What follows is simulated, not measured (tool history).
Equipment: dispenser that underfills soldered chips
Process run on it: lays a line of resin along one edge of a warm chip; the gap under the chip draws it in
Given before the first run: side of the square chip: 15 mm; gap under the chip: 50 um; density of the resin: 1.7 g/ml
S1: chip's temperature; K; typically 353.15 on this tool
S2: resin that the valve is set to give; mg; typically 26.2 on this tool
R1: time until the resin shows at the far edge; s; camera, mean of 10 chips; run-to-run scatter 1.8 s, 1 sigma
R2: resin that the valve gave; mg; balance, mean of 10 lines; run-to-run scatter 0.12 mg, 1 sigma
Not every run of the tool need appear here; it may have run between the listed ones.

| run | hour | S1 | S2 | R1 | R2 |
|---|---|---|---|---|---|
| 1 | 0.0 | 353.15 | 26.2 | 226.1 | 25.16 |
|  | 1.4 | new syringe of resin |
| 2 | 3.2 | 342.15 | 26.2 | 315.8 | 25.26 |
| 3 | 7.3 | 348.15 | 26.2 | 274.2 | 25.11 |
|  | 9.9 | new syringe of resin |
| 4 | 12.2 | 358.15 | 26.2 | 154.4 | 25.08 |
| 5 | 15.3 | 353.15 | 28.1 | 206.0 | 26.81 |
|  | 18.6 | new syringe of resin |
| 6 | 19.9 | 353.15 | 28.1 | 184.0 | 26.68 |
| 7 | 24.9 | 353.15 | 25.3 | 225.1 | 24.00 |
|  | 27.2 | new syringe of resin |
| 8 | 30.8 | 353.15 | 25.3 | 208.6 | 24.16 |
| 9 | 33.8 | 359.15 | 26.2 | 174.8 | 24.89 |
|  | 35.9 | new syringe of resin |
| 10 | 38.5 | 354.15 | 26.2 | 188.9 | 24.60 |
| 11 | 42.5 | 354.15 | 26.2 | 215.5 | 24.79 |
|  | 44.7 | new syringe of resin |
| 12 | 47.4 | 354.15 | 26.2 | 192.2 | 24.51 |
| 13 | 52.2 | 353.15 | 24.8 | 236.9 | 23.26 |
|  | 53.6 | new syringe of resin |
| 14 | 58.6 | 353.15 | 24.8 | 221.6 | 23.27 |
|  | 62.1 | new syringe of resin |
| 15 | 65.3 | 353.15 | 24.8 | 205.6 | 23.07 |
|  | 70.7 | new syringe of resin |
| 16 | 71.5 | 353.15 | 24.8 | 187.5 | 23.22 |
| 17 | 76.5 | 353.15 | 26.2 | 214.9 | 24.35 |
|  | 79.6 | new syringe of resin |
| 18 | 80.6 | 353.15 | 26.2 | 190.6 | 24.43 |
| 19 | 86.3 | 353.15 | 26.2 | 230.7 | 24.25 |
|  | 87.9 | dispensing valve cleaned and set on the balance |
|  | 89.0 | new syringe of resin |
| 20 | 93.9 | 343.15 | 31.6 | 310.8 | 31.74 |
|  | 97.9 | new syringe of resin |
| 21 | 99.0 | 357.15 | 24.1 | 160.0 | 23.81 |
| 22 | 103.3 | 346.15 | 28.1 | 282.5 | 28.01 |
|  | 106.6 | new syringe of resin |
| 23 | 106.7 | 357.15 | 29.5 | 152.3 | 29.57 |
| 24 | 111.6 | 357.15 | 29.5 | 176.3 | 29.24 |
|  | 115.1 | new syringe of resin |
| 25 | 117.9 | 357.15 | 29.5 | 161.5 | 29.02 |
| 26 | 122.1 | 364.15 | 24.9 | 146.6 | 24.46 |
|  | 123.6 | new syringe of resin |
| 27 | 127.9 | 364.15 | 24.9 | 130.3 | 24.45 |
|  | 132.2 | new syringe of resin |
| 28 | 133.8 | 364.15 | 24.9 | 124.2 | 24.32 |
| 29 | 138.5 | 364.15 | 32.8 | 134.6 | 32.37 |
|  | 140.8 | new syringe of resin |
| 30 | 142.8 | 350.15 | 33.0 | 220.6 | 32.36 |
| 31 | 145.4 | 362.15 | 33.9 | 140.7 | 33.37 |
|  | 149.3 | new syringe of resin |
| 32 | 150.6 | 362.15 | 33.9 | 122.5 | 33.31 |
| 33 | 154.8 | 362.15 | 33.9 | 142.1 | 33.05 |
|  | 157.8 | new syringe of resin |
| 34 | 158.5 | 351.15 | 23.1 | 211.9 | 22.39 |
| 35 | 163.2 | 364.15 | 24.2 | 139.8 | 23.51 |

Below, each run's measurement less what the same run would have read without the hidden state. Both values contain the same run-to-run variation, but the gauge's scatter may not be the same in both:
The tool's hidden condition here consists of: resin's viscosity, % of fresh resin's; dose that the valve gives, % of what is set; true chip temperature over the reading, C; drift of the gauge itself on fill_s, %; drift of the gauge itself on given_mg, %.
| run | R1 | R2 |
|---|---|---|
| 1 | +44.6 | -1.05 |
| 2 | +22.5 | -1.08 |
| 3 | +49.4 | -1.12 |
| 4 | +9.0 | -1.16 |
| 5 | +28.8 | -1.28 |
| 6 | +7.8 | -1.33 |
| 7 | +41.4 | -1.25 |
| 8 | +27.0 | -1.33 |
| 9 | +35.7 | -1.39 |
| 10 | +17.4 | -1.43 |
| 11 | +42.1 | -1.48 |
| 12 | +18.7 | -1.51 |
| 13 | +53.4 | -1.49 |
| 14 | +37.7 | -1.56 |
| 15 | +23.1 | -1.61 |
| 16 | +5.4 | -1.68 |
| 17 | +35.6 | -1.83 |
| 18 | +11.7 | -1.87 |
| 19 | +48.5 | -1.91 |
| 20 | +42.4 | -0.07 |
| 21 | +4.5 | -0.10 |
| 22 | +41.7 | -0.17 |
| 23 | +3.2 | -0.22 |
| 24 | +27.9 | -0.28 |
| 25 | +14.7 | -0.34 |
| 26 | +29.9 | -0.33 |
| 27 | +16.6 | -0.39 |
| 28 | +8.3 | -0.45 |
| 29 | +25.3 | -0.66 |
| 30 | +18.9 | -0.71 |
| 31 | +21.8 | -0.77 |
| 32 | +6.1 | -0.84 |
| 33 | +23.5 | -0.88 |
| 34 | +9.0 | -0.63 |
| 35 | +23.7 | -0.71 |
